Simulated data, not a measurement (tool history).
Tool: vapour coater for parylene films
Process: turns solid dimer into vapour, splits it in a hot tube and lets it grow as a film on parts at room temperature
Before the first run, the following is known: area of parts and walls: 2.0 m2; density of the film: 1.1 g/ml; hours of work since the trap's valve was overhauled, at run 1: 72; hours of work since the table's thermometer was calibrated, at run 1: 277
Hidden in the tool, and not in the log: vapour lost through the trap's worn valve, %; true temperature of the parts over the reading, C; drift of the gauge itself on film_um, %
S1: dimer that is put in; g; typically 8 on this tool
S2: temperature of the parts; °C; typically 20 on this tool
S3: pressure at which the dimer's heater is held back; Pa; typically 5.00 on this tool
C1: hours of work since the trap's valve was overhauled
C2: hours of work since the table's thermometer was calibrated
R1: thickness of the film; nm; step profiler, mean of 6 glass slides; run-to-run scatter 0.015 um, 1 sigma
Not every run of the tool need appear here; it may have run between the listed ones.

run,hour,S1,S2,S3,C1,C2,R1
1,0.0,8,20,5.00,72,277,2050
2,24.1,8,20,9.48,90,295,1740
3,50.5,8,20,5.00,110,315,2040
4,69.6,8,20,5.00,125,330,2050
5,94.8,8,20,5.00,144,348,2040
6,120.1,8,20,5.00,163,367,2030
7,141.8,8,20,5.00,179,384,2030
8,169.5,8,20,5.00,200,405,2010
9,196.9,8,20,5.00,220,425,1990
10,221.2,8,20,5.00,239,444,1980
11,234.0,8,20,8.35,248,453,1790
12,249.5,3,20,5.00,260,465,750
13,272.3,3,20,5.00,277,482,720
14,297.5,3,20,5.00,296,501,740
15,321.9,3,20,5.00,314,519,730
16,342.3,8,20,4.29,330,535,2040
17,364.3,8,20,5.00,346,551,1950
18,391.9,8,12,9.05,367,572,2090
19,404.4,8,16,5.90,376,581,2080
20,420.7,8,20,2.52,388,593,2270
21,449.6,8,24,10.30,410,615,1490
22,465.8,11,24,5.75,422,627,2300
23,483.9,8,30,6.15,436,641,1400
24,498.3,8,30,6.15,447,652,1400
25,525.8,8,27,5.00,467,672,1580
26,548.0,14,18,5.00,484,689,3460
27,570.7,10,20,3.15,501,706,2620
28,583.8,10,20,3.15,511,716,2610
29,596.2,4,25,4.00,520,725,850
30,614.9,4,25,4.00,535,739,850
31,641.0,4,31,5.17,554,759,690
32,660.1,4,20,9.21,568,773,780
# hour 673.5: trap's valve overhauled
33,681.9,3,17,2.52,6,787,1000
34,703.9,4,15,10.72,23,803,1010

Consider 3 possible next runs. They are alternatives, not a sequence: every one starts from the tool as it was left by run 34. What does each give?
A,716.8,8,26,5.00,33,813,?
B,716.8,4,29,10.72,33,813,?
C,716.8,11,20,2.10,33,813,?

run,R1
A,1790
B,690
C,3550
Without the tool's hidden state the same runs would have given:
run,R1
A,1780
B,680
C,3520

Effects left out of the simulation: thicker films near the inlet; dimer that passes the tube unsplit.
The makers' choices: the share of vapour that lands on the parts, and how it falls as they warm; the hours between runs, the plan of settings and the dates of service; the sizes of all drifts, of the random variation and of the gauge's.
